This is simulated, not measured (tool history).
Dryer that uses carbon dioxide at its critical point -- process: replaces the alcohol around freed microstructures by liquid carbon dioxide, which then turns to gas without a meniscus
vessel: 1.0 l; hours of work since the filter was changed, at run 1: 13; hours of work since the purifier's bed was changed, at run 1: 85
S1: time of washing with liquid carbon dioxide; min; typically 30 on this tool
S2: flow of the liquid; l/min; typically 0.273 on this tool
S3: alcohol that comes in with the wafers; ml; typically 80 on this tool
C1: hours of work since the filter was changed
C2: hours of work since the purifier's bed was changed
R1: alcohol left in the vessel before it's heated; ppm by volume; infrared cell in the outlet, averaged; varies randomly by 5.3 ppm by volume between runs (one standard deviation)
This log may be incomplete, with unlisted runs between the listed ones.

| run | day | S1 | S2 | S3 | C1 | C2 | R1 |
|---|---|---|---|---|---|---|---|
| 1 | 0 | 30 | 0.273 | 80 | 13 | 85 | 128 |
| 2 | 1.683 | 30 | 0.273 | 80 | 38 | 110 | 145 |
| 3 | 2.938 | 40 | 0.273 | 80 | 56 | 128 | 23 |
| 4 | 4.475 | 30 | 0.273 | 80 | 79 | 151 | 149 |
| 5 | 6.738 | 30 | 0.273 | 80 | 112 | 184 | 163 |
| 6 | 8.708 | 30 | 0.273 | 80 | 141 | 213 | 178 |
| 7 | 11.433 | 30 | 0.273 | 80 | 181 | 252 | 178 |
| 8 | 13.292 | 30 | 0.273 | 35 | 208 | 280 | 103 |
| 9 | 15.921 | 30 | 0.273 | 35 | 247 | 318 | 99 |
| 10 | 17.883 | 30 | 0.273 | 35 | 275 | 347 | 117 |
| 11 | 19.742 | 30 | 0.273 | 27 | 303 | 374 | 104 |
| 12 | 21.058 | 30 | 0.273 | 27 | 322 | 393 | 93 |
|  | 21.483 | inlet filter changed |
| 13 | 23.875 | 30 | 0.273 | 80 | 35 | 434 | 159 |
| 14 | 25.779 | 30 | 0.273 | 80 | 63 | 462 | 170 |
| 15 | 28.412 | 30 | 0.273 | 55 | 101 | 501 | 136 |
| 16 | 29.812 | 30 | 0.273 | 55 | 122 | 521 | 140 |
| 17 | 32.442 | 30 | 0.273 | 55 | 161 | 560 | 150 |
| 18 | 35 | 30 | 0.273 | 55 | 198 | 597 | 163 |
| 19 | 36.396 | 30 | 0.273 | 55 | 218 | 618 | 155 |
| 20 | 38.288 | 38 | 0.273 | 24 | 246 | 645 | 60 |
| 21 | 40.217 | 40 | 0.335 | 31 | 274 | 674 | 51 |
| 22 | 42.388 | 20 | 0.193 | 31 | 306 | 705 | 1920 |
|  | 43.771 | inlet filter changed |
| 23 | 43.983 | 20 | 0.193 | 31 | 3 | 728 | 1500 |
|  | 45.125 | purifier's bed changed |
| 24 | 45.842 | 20 | 0.193 | 31 | 29 | 11 | 1450 |
| 25 | 48.383 | 30 | 0.193 | 100 | 66 | 48 | 1099 |
| 26 | 50.846 | 30 | 0.428 | 25 | 102 | 84 | 21 |
| 27 | 52.542 | 30 | 0.428 | 25 | 127 | 109 | 11 |
| 28 | 54.65 | 30 | 0.217 | 80 | 158 | 140 | 571 |
| 29 | 56.846 | 35 | 0.235 | 42 | 190 | 172 | 103 |
| 30 | 58.846 | 35 | 0.235 | 42 | 219 | 201 | 103 |
| 31 | 60.571 | 35 | 0.235 | 42 | 244 | 226 | 114 |
| 32 | 62.242 | 34 | 0.273 | 98 | 269 | 251 | 120 |
| 33 | 64.55 | 34 | 0.273 | 98 | 303 | 285 | 128 |
|  | 66.158 | inlet filter changed |
| 34 | 67.017 | 36 | 0.372 | 31 | 13 | 320 | 20 |
| 35 | 69.65 | 36 | 0.372 | 31 | 51 | 359 | 29 |
| 36 | 71.833 | 37 | 0.185 | 52 | 83 | 391 | 273 |

Measured minus without-hidden-state, run by run (identical run-to-run variation in each term; gauge scatter may differ):
The tool's hidden condition here consists of: flow that reaches the vessel past the clogged filter, %; alcohol in the recycled carbon dioxide, ppm; drift of the gauge itself on alcohol_ppm, %.
| run | R1 |
|---|---|
| 1 | +12 |
| 2 | +18 |
| 3 | +11 |
| 4 | +30 |
| 5 | +39 |
| 6 | +47 |
| 7 | +59 |
| 8 | +39 |
| 9 | +46 |
| 10 | +52 |
| 11 | +49 |
| 12 | +51 |
| 13 | +38 |
| 14 | +47 |
| 15 | +49 |
| 16 | +53 |
| 17 | +61 |
| 18 | +71 |
| 19 | +75 |
| 20 | +45 |
| 21 | +45 |
| 22 | +428 |
| 23 | +64 |
| 24 | +44 |
| 25 | +93 |
| 26 | +6 |
| 27 | +8 |
| 28 | +113 |
| 29 | +32 |
| 30 | +38 |
| 31 | +44 |
| 32 | +54 |
| 33 | +61 |
| 34 | +20 |
| 35 | +23 |
| 36 | +48 |

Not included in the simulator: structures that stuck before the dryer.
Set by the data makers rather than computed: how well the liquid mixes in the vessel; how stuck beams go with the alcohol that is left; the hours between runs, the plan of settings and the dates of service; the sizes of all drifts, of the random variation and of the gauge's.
